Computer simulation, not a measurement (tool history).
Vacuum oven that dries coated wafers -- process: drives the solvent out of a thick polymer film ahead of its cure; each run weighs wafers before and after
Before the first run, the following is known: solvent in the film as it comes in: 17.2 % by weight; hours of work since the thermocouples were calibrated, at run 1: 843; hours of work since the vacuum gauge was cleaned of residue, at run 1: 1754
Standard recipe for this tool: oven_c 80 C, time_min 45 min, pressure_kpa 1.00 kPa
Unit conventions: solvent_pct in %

run	hour	oven_c	time_min	pressure_kpa	hours of work since the thermocouples were calibrated	hours of work since the vacuum gauge was cleaned of residue	solvent_pct
1	0.0	80	45	1.00	843	1754	4.07
2	110.1	70	45	1.00	917	1829	6.45
3	161.7	70	45	1.00	952	1864	6.46
4	233.0	70	45	1.00	1001	1912	6.45
5	318.7	70	45	3.69	1059	1970	8.15
6	380.3	70	45	3.69	1101	2012	8.11
7	492.5	80	45	1.00	1177	2088	4.04
8	566.8	80	61	1.00	1228	2139	2.76
9	653.8	80	61	1.00	1287	2198	2.83
10	708.9	80	61	0.93	1324	2235	2.73
# hour 790.9: oven's thermocouples calibrated
11	820.8	80	61	0.93	20	2310	3.31
12	927.7	80	61	0.93	93	2383	3.34
13	984.9	80	61	0.93	132	2422	3.32
14	1088.7	80	73	1.00	202	2492	2.69
15	1188.9	80	45	3.65	270	2560	6.00
16	1296.6	80	45	3.65	344	2633	5.97
17	1349.2	80	45	3.65	379	2669	5.97
18	1400.5	82	45	3.65	414	2704	5.38
19	1499.2	82	45	3.65	481	2771	5.40
20	1544.9	80	56	1.00	512	2802	3.62
21	1609.4	80	56	1.00	556	2846	3.64
22	1679.0	80	56	1.00	603	2893	3.60
23	1729.7	80	56	1.00	638	2928	3.58
24	1796.8	80	70	1.87	683	2973	3.31
25	1886.0	80	70	1.87	744	3034	3.26
26	1982.7	80	70	1.87	810	3099	3.32
27	2039.4	91	28	0.99	848	3138	4.26
28	2149.1	78	38	1.50	923	3212	5.96
29	2200.2	78	38	1.50	957	3247	5.93
30	2253.3	90	32	0.88	993	3283	3.74
31	2299.3	90	32	0.88	1025	3314	3.80
# hour 2329.2: vacuum gauge cleaned of residue and calibrated
32	2403.2	73	76	1.00	1094	50	3.03
33	2511.5	73	76	1.00	1168	124	3.00
34	2587.6	92	59	1.55	1219	176	1.25
35	2651.4	80	45	0.62	1263	219	3.62
36	2757.5	84	46	0.63	1335	291	2.75
# hour 2825.1: oven's thermocouples calibrated
37	2842.6	77	46	0.63	12	347	4.63
38	2906.2	77	27	1.26	55	391	7.45
39	3014.9	77	36	1.26	129	464	6.11
40	3108.7	76	73	1.00	193	528	2.96
41	3200.7	81	60	1.00	255	591	2.76
42	3305.6	81	33	1.00	326	662	5.43
43	3415.9	78	45	1.00	401	737	4.59
44	3505.1	84	45	1.64	462	797	3.57
45	3559.7	84	45	1.64	499	835	3.55
46	3644.7	80	45	2.05	557	892	4.60

Below, each run's measurement less what the same run would have read without the hidden state. Both values contain the same run-to-run variation, but the gauge's scatter may not be the same in both:
Hidden conditions of the tool in this case: true wafer temperature over the reading, C; true pressure over the reading, kPa; drift of the gauge itself on solvent_pct, %.
run	solvent_pct
1	-0.07
2	-0.04
3	-0.05
4	-0.06
5	-0.16
6	-0.18
7	-0.14
8	-0.03
9	-0.04
10	-0.04
11	+0.54
12	+0.53
13	+0.52
14	+0.54
15	+0.44
16	+0.42
17	+0.40
18	+0.37
19	+0.35
20	+0.44
21	+0.43
22	+0.42
23	+0.41
24	+0.45
25	+0.45
26	+0.44
27	+0.13
28	+0.26
29	+0.24
30	+0.12
31	+0.11
32	-0.33
33	-0.34
34	-0.17
35	-0.38
36	-0.35
37	+0.05
38	+0.02
39	+0.00
40	+0.04
41	+0.02
42	-0.05
43	-0.05
44	-0.06
45	-0.07
46	-0.10
